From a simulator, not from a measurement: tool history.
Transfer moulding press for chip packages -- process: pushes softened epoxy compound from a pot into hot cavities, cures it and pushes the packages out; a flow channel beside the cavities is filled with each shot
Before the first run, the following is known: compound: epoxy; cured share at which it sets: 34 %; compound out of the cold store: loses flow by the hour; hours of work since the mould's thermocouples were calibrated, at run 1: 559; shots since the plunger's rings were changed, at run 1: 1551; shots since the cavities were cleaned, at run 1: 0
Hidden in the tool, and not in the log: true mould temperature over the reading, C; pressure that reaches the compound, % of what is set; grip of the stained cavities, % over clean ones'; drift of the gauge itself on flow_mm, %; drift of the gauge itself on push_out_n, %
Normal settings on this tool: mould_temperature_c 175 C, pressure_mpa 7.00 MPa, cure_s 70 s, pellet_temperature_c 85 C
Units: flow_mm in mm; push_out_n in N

run     day  mould_temperature_c  pressure_mpa  cure_s  pellet_temperature_c  hours of work since the mould's thermocouples were calibrated  shots since the plunger's rings were changed  shots since the cavities were cleaned  incoming compound's hours out of the cold store  flow_mm  push_out_n
  1   0.000                  175          7.00      70                    85                                                            559                                          1551                                      0                                             29.6      661         284
      0.621  -- mould's thermocouples calibrated
  2   2.296                  175          7.00      70                    85                                                             22                                          2258                                    707                                             20.4      678         486
      3.038  -- cavities cleaned with cleaning compound and waxed
  3   4.496                  175          7.00      70                    85                                                             50                                          2941                                    466                                             31.7      636         412
      5.950  -- cavities cleaned with cleaning compound and waxed
  4   6.871                  175          7.00      70                    81                                                             81                                          3678                                    294                                             15.0      691         412
      8.788  -- cavities cleaned with cleaning compound and waxed
  5   9.908                  175          7.00      70                    81                                                            120                                          4628                                    358                                             45.5      583         401
     11.717  -- cavities cleaned with cleaning compound and waxed
  6  12.529                  175          7.00      70                    85                                                            154                                          5445                                    259                                             24.6      646         380
     14.633  -- cavities cleaned with cleaning compound and waxed
  7  15.017                  175          7.00      70                    85                                                            186                                          6219                                    122                                             39.3      590         310
     15.317  -- plunger's sealing rings changed
     17.592  -- cavities cleaned with cleaning compound and waxed
  8  17.625                  180          7.00      70                    85                                                            218                                           717                                     11                                             44.0      602         220
  9  18.967                  171          7.00      70                    85                                                            236                                          1145                                    439                                             33.7      654         499
     20.588  -- cavities cleaned with cleaning compound and waxed
 10  20.658                  182          7.00      70                    85                                                            258                                          1664                                     22                                             32.1      624         222
 11  22.083                  175          7.00      51                    85                                                            276                                          2120                                    478                                             31.8      644         813
     23.621  -- cavities cleaned with cleaning compound and waxed
 12  25.108                  175          7.00      51                    85                                                            316                                          3065                                    475                                             39.0      615         792
     26.554  -- cavities cleaned with cleaning compound and waxed
 13  27.550                  175          7.00      70                    85                                                            347                                          3826                                    319                                             19.2      682         409
     29.633  -- cavities cleaned with cleaning compound and waxed
 14  29.679                  182          6.15      70                    85                                                            374                                          4485                                     15                                             25.3      591         222
     32.504  -- cavities cleaned with cleaning compound and waxed
 15  32.533                  180          7.00      70                    93                                                            411                                          5377                                     10                                             32.4      600         233
 16  34.488                  167          5.93      65                    81                                                            437                                          6001                                    634                                             38.1      568         878
     35.504  -- plunger's sealing rings changed
     35.567  -- cavities cleaned with cleaning compound and waxed
 17  37.629                  182          6.89     104                    92                                                            476                                           658                                    658                                             39.6      608         368
     38.633  -- cavities cleaned with cleaning compound and waxed
 18  39.217                  182          6.89     104                    92                                                            496                                          1145                                    186                                             20.6      663         284
 19  40.900                  179          7.00      59                    85                                                            519                                          1683                                    724                                             30.1      643         554
     41.646  -- cavities cleaned with cleaning compound and waxed
 20  43.838                  175          8.78      83                    90                                                            557                                          2601                                    700                                             25.3      744         409
     44.538  -- mould's thermocouples calibrated
     44.600  -- cavities cleaned with cleaning compound and waxed
 21  47.088                  180          7.00      53                    85                                                             33                                          3592                                    795                                             31.1      622         602
     47.529  -- cavities cleaned with cleaning compound and waxed
 22  49.621                  180          7.00      53                    85                                                             66                                          4381                                    669                                             45.1      577         554
     50.479  -- cavities cleaned with cleaning compound and waxed
 23  52.525                  171          7.58      59                    82                                                            103                                          5288                                    654                                             27.8      673         851
     53.312  -- cavities cleaned with cleaning compound and waxed
 24  54.783                  172          7.88      70                    85                                                            132                                          5989                                    469                                             45.3      614         481
     55.817  -- plunger's sealing rings changed
     56.383  -- cavities cleaned with cleaning compound and waxed
 25  56.867                  171          5.71      54                    83                                                            157                                           316                                    156                                             14.2      665         783
 26  58.521                  175          7.00      70                    90                                                            179                                           844                                    684                                             12.8      722         514

Pick out some run-to-run changes in flow_mm. Of each, how much would a tool without hidden state show as well, from the settings, what came in and chance, and how much is left for the hidden state and any gauge scatter not in both results compared?
Run 4 -> 5: cavities cleaned with cleaning compound and waxed. flow_mm -108 mm: hidden state -2, all else -106.
Run 7 -> 8: mould_temperature_c 175 -> 180, plunger's sealing rings changed, cavities cleaned with cleaning compound and waxed. flow_mm +12 mm: hidden state +37, all else -25.
Run 20 -> 21: mould_temperature_c 175 -> 180, pressure_mpa 8.78 -> 7.00, cure_s 83 -> 53, pellet_temperature_c 90 -> 85, mould's thermocouples calibrated, cavities cleaned with cleaning compound and waxed. flow_mm -122 mm: hidden state -7, all else -115.
Run 24 -> 25: mould_temperature_c 172 -> 171, pressure_mpa 7.88 -> 5.71, cure_s 70 -> 54, pellet_temperature_c 85 -> 83, plunger's sealing rings changed, cavities cleaned with cleaning compound and waxed. flow_mm +51 mm: hidden state +39, all else +12.
